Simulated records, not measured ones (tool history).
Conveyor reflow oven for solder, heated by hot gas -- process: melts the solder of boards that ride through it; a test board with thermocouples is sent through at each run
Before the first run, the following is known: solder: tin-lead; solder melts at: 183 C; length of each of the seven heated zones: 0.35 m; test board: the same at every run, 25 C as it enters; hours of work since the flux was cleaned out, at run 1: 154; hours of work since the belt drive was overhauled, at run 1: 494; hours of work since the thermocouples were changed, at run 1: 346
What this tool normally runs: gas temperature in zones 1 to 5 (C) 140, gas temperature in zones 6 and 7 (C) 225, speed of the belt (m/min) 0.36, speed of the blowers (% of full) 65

| run | hour | gas temperature in zones 1 to 5 (C) | gas temperature in zones 6 and 7 (C) | speed of the belt (m/min) | speed of the blowers (% of full) | hours of work since the flux was cleaned out | hours of work since the belt drive was overhauled | hours of work since the thermocouples were changed | highest temperature of the board (C) | time above the solder's melting point (s) |
|---|---|---|---|---|---|---|---|---|---|---|
| 1 | 0 | 140 | 225 | 0.36 | 65 | 154 | 494 | 346 | 210.9 | 82.4 |
| 2 | 10.5 | 140 | 225 | 0.36 | 65 | 159 | 499 | 351 | 211 | 82.7 |
| 3 | 22.3 | 140 | 225 | 0.36 | 65 | 165 | 504 | 356 | 211.2 | 82.6 |
| 4 | 40.2 | 140 | 225 | 0.36 | 65 | 173 | 513 | 365 | 210.9 | 82.6 |
| 5 | 57.2 | 140 | 225 | 0.36 | 65 | 181 | 521 | 373 | 210.8 | 82.2 |
| 6 | 77.8 | 140 | 225 | 0.329 | 65 | 191 | 531 | 383 | 213 | 94.3 |
| 7 | 93.2 | 140 | 225 | 0.329 | 65 | 198 | 538 | 390 | 212.9 | 94.6 |
| 8 | 111.7 | 140 | 225 | 0.329 | 65 | 207 | 547 | 399 | 213 | 94 |
| 9 | 122.9 | 140 | 225 | 0.36 | 73 | 213 | 552 | 404 | 211.9 | 84.5 |
| 10 | 139.2 | 140 | 225 | 0.36 | 65 | 220 | 560 | 412 | 210.5 | 81.2 |
| 11 | 158.9 | 140 | 225 | 0.36 | 65 | 230 | 569 | 421 | 210.1 | 81.5 |
| 12 | 169.9 | 140 | 229 | 0.36 | 65 | 235 | 574 | 426 | 213.8 | 86 |
| 13 | 184.9 | 140 | 229 | 0.36 | 65 | 242 | 581 | 433 | 213.5 | 86.3 |
| 14 | 197.4 | 140 | 215 | 0.36 | 65 | 248 | 587 | 439 | 201.7 | 66.5 |
| 15 | 212.7 | 140 | 225 | 0.36 | 65 | 255 | 595 | 447 | 210.2 | 81.3 |
| 16 | 231.9 | 140 | 225 | 0.36 | 65 | 264 | 604 | 456 | 210.3 | 81.4 |
| 17 | 250.1 | 140 | 225 | 0.36 | 65 | 273 | 612 | 464 | 210.2 | 80.4 |
| 18 | 267.4 | 148 | 225 | 0.36 | 65 | 281 | 621 | 472 | 211 | 88.5 |
| 19 | 277 | 134 | 225 | 0.376 | 65 | 286 | 625 | 477 | 207.2 | 70 |
| 20 | 288.2 | 134 | 225 | 0.376 | 65 | 291 | 630 | 482 | 207.5 | 69.4 |
| 21 | 308 | 145 | 225 | 0.385 | 65 | 300 | 640 | 492 | 208.8 | 75.9 |
| 22 | 318.7 | 145 | 225 | 0.385 | 65 | 305 | 645 | 497 | 208.9 | 75.8 |
| 23 | 336.6 | 126 | 237 | 0.308 | 60 | 314 | 653 | 505 | 222 | 104.1 |
|  | 355.2 | flux residue cleaned out of gas plates and filters |
| 24 | 363.6 | 133 | 237 | 0.333 | 60 | 4 | 664 | 516 | 223 | 101.9 |
| 25 | 382.4 | 133 | 237 | 0.333 | 60 | 13 | 673 | 525 | 223 | 101.4 |
| 26 | 398.7 | 133 | 223 | 0.333 | 60 | 21 | 680 | 532 | 210.3 | 85.7 |
| 27 | 409.9 | 145 | 220 | 0.333 | 60 | 26 | 686 | 538 | 209.1 | 92.1 |
| 28 | 431.6 | 127 | 214 | 0.308 | 60 | 36 | 696 | 548 | 203.1 | 77.9 |
| 29 | 452.5 | 149 | 225 | 0.36 | 65 | 46 | 706 | 558 | 213.2 | 92.8 |
| 30 | 462.7 | 149 | 225 | 0.36 | 65 | 51 | 711 | 563 | 213.3 | 92.6 |
| 31 | 475.6 | 149 | 225 | 0.36 | 65 | 57 | 717 | 569 | 213.3 | 92.9 |

Run by run, hidden condition taken away, random variation retained:
The hidden state here: heat that the gas passes to the board, % of a clean oven's; belt's true speed, % of the reading; true gas temperature in zones 6 and 7 over the reading, C; drift of the gauge itself on peak_c, C; drift of the gauge itself on liquid_s, %.
| run | highest temperature of the board (C) | time above the solder's melting point (s) |
|---|---|---|
| 1 | 212.1 | 83.3 |
| 2 | 212.2 | 83.7 |
| 3 | 212.5 | 83.7 |
| 4 | 212.3 | 83.8 |
| 5 | 212.2 | 83.5 |
| 6 | 214.3 | 95.3 |
| 7 | 214.4 | 95.7 |
| 8 | 214.5 | 95.2 |
| 9 | 213.7 | 86.2 |
| 10 | 212.3 | 83 |
| 11 | 212 | 83.5 |
| 12 | 215.8 | 87.7 |
| 13 | 215.5 | 88 |
| 14 | 203.6 | 70.2 |
| 15 | 212.3 | 83.7 |
| 16 | 212.4 | 83.9 |
| 17 | 212.4 | 83.1 |
| 18 | 213.2 | 90.6 |
| 19 | 209.8 | 73.7 |
| 20 | 210.2 | 73.1 |
| 21 | 211.3 | 79 |
| 22 | 211.5 | 78.9 |
| 23 | 224.6 | 105.8 |
| 24 | 222.9 | 99.7 |
| 25 | 223 | 99.3 |
| 26 | 210.4 | 84 |
| 27 | 209.2 | 90.4 |
| 28 | 203.3 | 76.6 |
| 29 | 213.5 | 91.2 |
| 30 | 213.7 | 91.1 |
| 31 | 213.8 | 91.5 |
